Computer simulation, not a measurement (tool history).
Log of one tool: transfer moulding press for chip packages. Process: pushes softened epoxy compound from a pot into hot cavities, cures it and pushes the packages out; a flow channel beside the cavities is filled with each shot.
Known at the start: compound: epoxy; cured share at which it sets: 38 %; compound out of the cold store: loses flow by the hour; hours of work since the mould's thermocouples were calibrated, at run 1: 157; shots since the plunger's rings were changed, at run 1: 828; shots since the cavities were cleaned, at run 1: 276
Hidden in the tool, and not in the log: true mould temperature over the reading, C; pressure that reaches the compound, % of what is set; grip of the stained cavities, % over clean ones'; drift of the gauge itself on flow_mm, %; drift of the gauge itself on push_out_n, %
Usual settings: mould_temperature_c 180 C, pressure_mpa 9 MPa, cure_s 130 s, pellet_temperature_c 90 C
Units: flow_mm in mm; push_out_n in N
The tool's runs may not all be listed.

run,day,mould_temperature_c,pressure_mpa,cure_s,pellet_temperature_c,hours of work since the mould's thermocouples were calibrated,shots since the plunger's rings were changed,shots since the cavities were cleaned,incoming compound's hours out of the cold store,flow_mm,push_out_n
1,0,180,9,130,90,157,828,276,25.6,847,458
2,1.25,180,9,130,90,179,1143,591,44.6,772,553
3,2.579,180,9,130,90,203,1479,927,21.6,855,604
4,3.179,180,9,130,90,214,1631,1079,45.6,758,625
# day 3.35: cavities cleaned with cleaning compound and waxed
5,4.162,180,9,130,90,230,1862,204,22.6,844,407
6,5.154,177,9,130,90,248,2113,455,8.2,905,558
7,6.296,177,9,130,90,268,2401,743,20.1,846,642
8,7.558,177,9,130,90,291,2719,1061,27,816,674
# day 7.829: plunger's sealing rings changed
# day 7.967: cavities cleaned with cleaning compound and waxed
9,8.379,177,9,130,90,302,123,104,10.1,930,412
10,9.4,177,9,130,90,321,381,362,34.1,822,516
# day 9.562: mould's thermocouples calibrated
11,10.592,177,9,130,90,18,660,641,35.5,818,569
12,11.833,177,9,130,90,41,973,954,15.3,891,676
# day 12.558: cavities cleaned with cleaning compound and waxed
13,12.904,180,9.55,130,90,59,1228,88,45,789,362
# day 13.104: mould's thermocouples calibrated, once more
14,13.629,180,9,124,90,9,1389,249,14.3,886,465
15,14.288,180,9,124,90,21,1555,415,27.2,831,525
16,14.904,180,10.43,124,90,32,1711,571,14.1,948,585
17,15.962,180,10.43,124,88,51,1977,837,40.7,833,593
18,16.808,176,9,130,87,66,2191,1051,32.8,808,713
# day 17.15: cavities cleaned with cleaning compound and waxed
19,17.717,172,10.69,130,87,81,2404,143,8.4,1004,645
20,18.833,172,10.69,130,87,101,2686,425,18,948,727
# day 19.233: plunger's sealing rings changed
21,19.708,176,8.33,169,84,115,120,620,28.1,819,504
22,20.65,178,8.1,169,84,132,357,857,28.8,799,536
23,21.362,184,9,130,81,145,537,1037,11.9,902,569
# day 21.738: cavities cleaned with cleaning compound and waxed
24,22.517,184,9,165,93,164,812,196,39.7,787,389
25,23.612,180,6.92,130,90,184,1089,473,18.9,762,510
26,24.85,184,9,113,90,206,1400,784,47.1,754,573
27,25.546,183,8.68,146,90,218,1576,960,39.3,767,562

4 ways to go on from here, each from the tool as it stands after run 27. What would each give?
# day 26.254: cavities cleaned with cleaning compound and waxed
A,26.846,183,8.68,133,90,241,1889,150,45.1,?,?
# day 26.254: cavities cleaned with cleaning compound and waxed
B,26.846,173,8.92,130,90,241,1889,150,24.5,?,?
# day 26.254: cavities cleaned with cleaning compound and waxed
C,26.846,181,9,130,90,241,1889,150,18.5,?,?
# day 26.254: cavities cleaned with cleaning compound and waxed
D,26.846,178,9,130,90,241,1889,150,28.4,?,?

run,flow_mm,push_out_n
A,731,366
B,858,510
C,859,383
D,826,434
Without the tool's hidden state the same runs would have given:
run,flow_mm,push_out_n
A,757,304
B,889,434
C,890,321
D,855,367

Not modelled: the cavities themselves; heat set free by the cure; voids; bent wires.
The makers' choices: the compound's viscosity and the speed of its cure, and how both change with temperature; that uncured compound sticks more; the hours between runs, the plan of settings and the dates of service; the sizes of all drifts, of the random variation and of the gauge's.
